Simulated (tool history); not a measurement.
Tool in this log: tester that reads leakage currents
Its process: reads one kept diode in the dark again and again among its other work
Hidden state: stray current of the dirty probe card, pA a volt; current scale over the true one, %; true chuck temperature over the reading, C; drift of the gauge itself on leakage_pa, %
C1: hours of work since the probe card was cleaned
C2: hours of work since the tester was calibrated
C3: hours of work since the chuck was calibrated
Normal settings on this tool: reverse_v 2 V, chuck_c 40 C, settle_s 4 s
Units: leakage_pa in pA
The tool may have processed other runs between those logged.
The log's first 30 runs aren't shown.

{"run": 31, "hour": 2341.4, "reverse_v": 3.87, "chuck_c": 33, "settle_s": 7.99, "C1": 1521, "C2": 204, "C3": 2127, "leakage_pa": 299.13}
{"run": 32, "hour": 2429.0, "reverse_v": 3.87, "chuck_c": 33, "settle_s": 0.36, "C1": 1559, "C2": 243, "C3": 2165, "leakage_pa": 302.1}
{"run": 33, "hour": 2538.9, "reverse_v": 4.17, "chuck_c": 35, "settle_s": 3.66, "C1": 1608, "C2": 291, "C3": 2214, "leakage_pa": 367.52}
{"run": 34, "hour": 2647.7, "reverse_v": 4.17, "chuck_c": 35, "settle_s": 3.66, "C1": 1656, "C2": 340, "C3": 2262, "leakage_pa": 366.13}
{"run": 35, "hour": 2747.3, "reverse_v": 4.17, "chuck_c": 35, "settle_s": 3.66, "C1": 1700, "C2": 384, "C3": 2306, "leakage_pa": 364.24}
{"hour": 2758.2, "done": "chuck's temperature calibrated"}
{"run": 36, "hour": 2837.0, "reverse_v": 4.17, "chuck_c": 35, "settle_s": 3.66, "C1": 1739, "C2": 423, "C3": 35, "leakage_pa": 379}
{"run": 37, "hour": 2885.0, "reverse_v": 7.81, "chuck_c": 31, "settle_s": 6.78, "C1": 1761, "C2": 444, "C3": 56, "leakage_pa": 401.88}
{"run": 38, "hour": 2961.4, "reverse_v": 2.7, "chuck_c": 26, "settle_s": 4.85, "C1": 1794, "C2": 478, "C3": 90, "leakage_pa": 145.5}
{"run": 39, "hour": 3017.8, "reverse_v": 2.7, "chuck_c": 33, "settle_s": 2.72, "C1": 1819, "C2": 503, "C3": 115, "leakage_pa": 251.41}
{"run": 40, "hour": 3091.2, "reverse_v": 15.58, "chuck_c": 32, "settle_s": 2.31, "C1": 1852, "C2": 535, "C3": 148, "leakage_pa": 653.13}

Forecast each of these 3 alternatives for the next run:
{"run": "A", "hour": 3161.8, "reverse_v": 15.58, "chuck_c": 32, "settle_s": 2.31, "C1": 1883, "C2": 566, "C3": 179, "leakage_pa": "?"}
{"run": "B", "hour": 3161.8, "reverse_v": 11.53, "chuck_c": 40, "settle_s": 1.91, "C1": 1883, "C2": 566, "C3": 179, "leakage_pa": "?"}
{"run": "C", "hour": 3161.8, "reverse_v": 11.38, "chuck_c": 57, "settle_s": 4.73, "C1": 1883, "C2": 566, "C3": 179, "leakage_pa": "?"}

run=A leakage_pa=649.59
run=B leakage_pa=1004.22
run=C leakage_pa=3279.51
With no hidden state in the tool, these same runs would have given:
run=A leakage_pa=641.72
run=B leakage_pa=1003.34
run=C leakage_pa=3299.94
